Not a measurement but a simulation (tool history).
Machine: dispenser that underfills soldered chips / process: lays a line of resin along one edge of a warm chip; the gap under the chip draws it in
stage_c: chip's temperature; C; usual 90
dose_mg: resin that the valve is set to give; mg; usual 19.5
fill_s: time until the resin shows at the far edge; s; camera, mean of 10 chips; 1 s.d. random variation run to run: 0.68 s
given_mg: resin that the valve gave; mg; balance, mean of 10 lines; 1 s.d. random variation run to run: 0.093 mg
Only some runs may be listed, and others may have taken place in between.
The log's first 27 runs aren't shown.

-- hour=146.7 new syringe of resin
run 28 hour=149.5 | stage_c=90 dose_mg=19.3 | fill_s=68.1 given_mg=18.02
run 29 hour=154.8 | stage_c=77 dose_mg=21.6 | fill_s=152.9 given_mg=20.15
run 30 hour=159.2 | stage_c=77 dose_mg=20.4 | fill_s=190.9 given_mg=19.07
-- hour=160.9 new syringe of resin
run 31 hour=163.7 | stage_c=76 dose_mg=19.5 | fill_s=125.1 given_mg=17.81
run 32 hour=170.0 | stage_c=88 dose_mg=19.9 | fill_s=97.5 given_mg=18.18
run 33 hour=173.6 | stage_c=79 dose_mg=18.5 | fill_s=173.6 given_mg=16.99
-- hour=175.1 new syringe of resin
run 34 hour=181.9 | stage_c=95 dose_mg=17.5 | fill_s=66.5 given_mg=16.08
-- hour=183.6 dispensing valve cleaned and set on the balance
run 35 hour=186.4 | stage_c=95 dose_mg=17.5 | fill_s=78.3 given_mg=17.46

4 options for the next run, each taken on its own from the tool as it stands now. Forecast them:
-- hour=190.9 new syringe of resin
run A hour=194.5 | stage_c=81 dose_mg=19.2 | fill_s=? given_mg=?
-- hour=190.9 new syringe of resin
run B hour=194.5 | stage_c=84 dose_mg=19.5 | fill_s=? given_mg=?
-- hour=190.9 new syringe of resin
run C hour=194.5 | stage_c=98 dose_mg=17.5 | fill_s=? given_mg=?
-- hour=190.9 new syringe of resin
run D hour=194.5 | stage_c=77 dose_mg=19.6 | fill_s=? given_mg=?

run=A fill_s=101.7 given_mg=19.14
run=B fill_s=89.8 given_mg=19.68
run=C fill_s=48.6 given_mg=17.41
run=D fill_s=123.5 given_mg=19.42
Without the tool's hidden state the same runs would have given:
run=A fill_s=91.9 given_mg=19.26
run=B fill_s=81.1 given_mg=19.80
run=C fill_s=43.6 given_mg=17.52
run=D fill_s=111.9 given_mg=19.54

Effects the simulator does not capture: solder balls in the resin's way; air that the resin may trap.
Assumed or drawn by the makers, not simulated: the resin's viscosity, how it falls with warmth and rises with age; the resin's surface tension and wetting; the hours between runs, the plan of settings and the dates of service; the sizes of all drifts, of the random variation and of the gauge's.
